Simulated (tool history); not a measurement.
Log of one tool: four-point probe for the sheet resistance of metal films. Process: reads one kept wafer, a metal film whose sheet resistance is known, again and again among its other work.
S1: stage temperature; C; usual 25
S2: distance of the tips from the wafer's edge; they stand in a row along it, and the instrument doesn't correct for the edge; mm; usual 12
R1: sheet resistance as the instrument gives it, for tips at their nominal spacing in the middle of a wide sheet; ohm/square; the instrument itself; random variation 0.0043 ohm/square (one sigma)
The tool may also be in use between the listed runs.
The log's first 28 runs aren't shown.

run 29 day=33.496 | S1=35 S2=24 | R1=21.129875
run 30 day=34.867 | S1=35 S2=24 | R1=21.126616
run 31 day=36.104 | S1=35 S2=24 | R1=21.123851
run 32 day=37.321 | S1=35 S2=24 | R1=21.122263
run 33 day=38.929 | S1=25 S2=35 | R1=21.244798
run 34 day=40.433 | S1=20 S2=12 | R1=21.441364
run 35 day=41.992 | S1=21 S2=23 | R1=21.338736
run 36 day=43.454 | S1=22 S2=5 | R1=21.992478
run 37 day=44.746 | S1=31 S2=19 | R1=21.198046
run 38 day=46.217 | S1=31 S2=19 | R1=21.195202
run 39 day=47.729 | S1=23 S2=5 | R1=21.977003
run 40 day=49.196 | S1=19 S2=18 | R1=21.384723
run 41 day=49.908 | S1=19 S2=18 | R1=21.386975
run 42 day=50.775 | S1=19 S2=18 | R1=21.389355

Forecast run 43:
run 43 day=52.129 | S1=19 S2=18 | R1=?

R1: 21.383331 ohm/square
Without the tool's hidden state the same run would have given R1 21.381602 ohm/square.
